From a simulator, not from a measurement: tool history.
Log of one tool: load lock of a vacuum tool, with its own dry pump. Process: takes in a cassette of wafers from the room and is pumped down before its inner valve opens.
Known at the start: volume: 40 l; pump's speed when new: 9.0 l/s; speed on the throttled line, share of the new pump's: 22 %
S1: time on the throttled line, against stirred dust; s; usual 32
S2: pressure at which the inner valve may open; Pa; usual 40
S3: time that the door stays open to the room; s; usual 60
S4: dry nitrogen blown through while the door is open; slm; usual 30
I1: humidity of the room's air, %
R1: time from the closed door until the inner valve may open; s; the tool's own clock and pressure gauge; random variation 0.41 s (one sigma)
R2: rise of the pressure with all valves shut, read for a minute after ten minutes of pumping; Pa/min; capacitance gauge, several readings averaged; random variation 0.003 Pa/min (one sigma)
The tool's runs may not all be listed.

Run 1, day 0.000: usual settings; I1 45.0. Result: R1 61.2 s, R2 0.346 Pa/min.
Run 2, day 8.342: usual settings; I1 45.9. Result: R1 61.0 s, R2 0.368 Pa/min.
Run 3, day 16.988: usual settings but S4 37 slm; I1 44.8. Result: R1 61.1 s, R2 0.380 Pa/min.
Run 4, day 25.888: usual settings; I1 47.0. Result: R1 62.1 s, R2 0.394 Pa/min.
Run 5, day 32.875: usual settings; I1 43.5. Result: R1 60.9 s, R2 0.408 Pa/min.
Run 6, day 41.258: usual settings but S2 43 Pa; I1 43.5. Result: R1 61.2 s, R2 0.430 Pa/min.
Run 7, day 47.312: usual settings but S2 43 Pa; I1 45.2. Result: R1 61.8 s, R2 0.436 Pa/min.
Run 8, day 57.271: usual settings but S2 45 Pa; I1 45.6. Result: R1 61.8 s, R2 0.456 Pa/min.
Run 9, day 65.933: usual settings but S2 64 Pa; I1 42.4. Result: R1 60.1 s, R2 0.481 Pa/min.
Run 10, day 70.488: usual settings but S2 52 Pa; I1 41.8. Result: R1 61.5 s, R2 0.478 Pa/min.
Run 11, day 77.175: usual settings but S2 52 Pa; I1 46.5. Result: R1 61.3 s, R2 0.501 Pa/min.

The next listed run, before its measurement:
Run 12, day 82.950: usual settings but S2 52 Pa; I1 44.8. Result: R1 ?, R2 ?.

Run 12 gave R1 60.5 s, R2 0.501 Pa/min.
Without the tool's hidden state the same run would have given R1 58.1 s, R2 0.008 Pa/min.
